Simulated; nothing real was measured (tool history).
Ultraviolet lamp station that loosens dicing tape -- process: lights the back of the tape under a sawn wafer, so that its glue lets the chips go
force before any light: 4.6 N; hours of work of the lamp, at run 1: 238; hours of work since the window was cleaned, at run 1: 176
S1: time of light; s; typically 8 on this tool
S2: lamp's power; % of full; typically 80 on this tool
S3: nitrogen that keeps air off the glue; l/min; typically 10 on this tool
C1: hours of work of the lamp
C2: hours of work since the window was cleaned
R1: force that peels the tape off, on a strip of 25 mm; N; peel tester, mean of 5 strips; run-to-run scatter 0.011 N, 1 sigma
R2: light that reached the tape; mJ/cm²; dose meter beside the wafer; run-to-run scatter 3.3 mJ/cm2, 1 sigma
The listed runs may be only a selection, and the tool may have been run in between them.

run	hour	S1	S2	S3	C1	C2	R1	R2
1	0	8	80	10	238	176	0.719	438
2	18.3	8	80	10	246	184	0.716	433
3	38.3	8	80	10	255	193	0.756	430
4	59.8	8	80	10	264	202	0.733	423
5	73.1	8	80	10	270	208	0.742	418
6	90.7	8	76	10	278	216	0.816	396
7	109	8	76	10	286	224	0.834	393
# hour 116.5: window cleaned of glue's vapour
8	125	15	80	10	293	4	0.192	916
9	139.3	15	80	10	299	10	0.195	901
10	154.4	15	80	10	306	17	0.194	887
11	164.7	15	80	10	310	21	0.194	900
12	179.4	8	80	10	317	28	0.629	474
13	202.1	8	80	10	327	38	0.638	465
14	226.3	8	80	10	338	48	0.589	467
15	246.6	8	66	10	346	57	0.865	377
16	263.3	8	66	10	354	65	0.903	376
17	285.8	8	66	4	364	75	1.405	371
18	296.7	8	66	4	369	79	1.342	369
19	319.7	8	66	4	379	90	1.388	369
20	332.2	11	80	10	384	95	0.392	607
21	349.7	11	80	6	392	103	0.521	594
22	373.3	8	99	10	402	113	0.482	535
23	390.1	11	92	14	410	121	0.259	683
24	405.4	10	65	10	417	127	0.696	436
25	426.5	5	91	18	426	137	1.003	302
26	446.5	14	88	11	435	145	0.223	806
27	458.7	9	88	11	440	151	0.498	519
28	474.6	11	80	10	447	158	0.424	570
29	485.4	6	80	15	452	163	1.01	309
30	495.7	9	74	12	456	167	0.692	422
31	512.1	8	63	11	463	174	1.065	322
32	537.1	8	80	10	475	185	0.821	399
33	549.9	8	80	10	480	191	0.829	400
34	570.8	8	80	10	489	200	0.844	397
35	585.8	16	90	5	496	207	0.294	885
36	600.7	6	90	8	503	213	1.178	329
37	611.8	6	85	8	507	218	1.276	304
# hour 633.3: window cleaned of glue's vapour
38	634.6	12	90	8	517	1	0.27	764
39	648.6	12	90	8	523	7	0.294	770

Take each entry between the runs: how does the hidden state at the last listed run before it differ from the hidden state at the first listed run after it?
In the gap between runs 7 and 8: window cleaned of glue's vapour (hour 116.5)
  lamp's light, % of a new lamp's: 91.6 -> 91.4; light that the window lets through, % of a clean one's: 84.5 -> 99
  measured value less the no-hidden-state value, R1: +0.296 -> +0.023 N; R2: -116 -> -96 mJ/cm²
In the gap between runs 37 and 38: window cleaned of glue's vapour (hour 633.3)
  lamp's light, % of a new lamp's: 85.6 -> 85.3; light that the window lets through, % of a clean one's: 84.1 -> 99.9
  measured value less the no-hidden-state value, R1: +0.466 -> +0.066 N; R2: -119 -> -133 mJ/cm²

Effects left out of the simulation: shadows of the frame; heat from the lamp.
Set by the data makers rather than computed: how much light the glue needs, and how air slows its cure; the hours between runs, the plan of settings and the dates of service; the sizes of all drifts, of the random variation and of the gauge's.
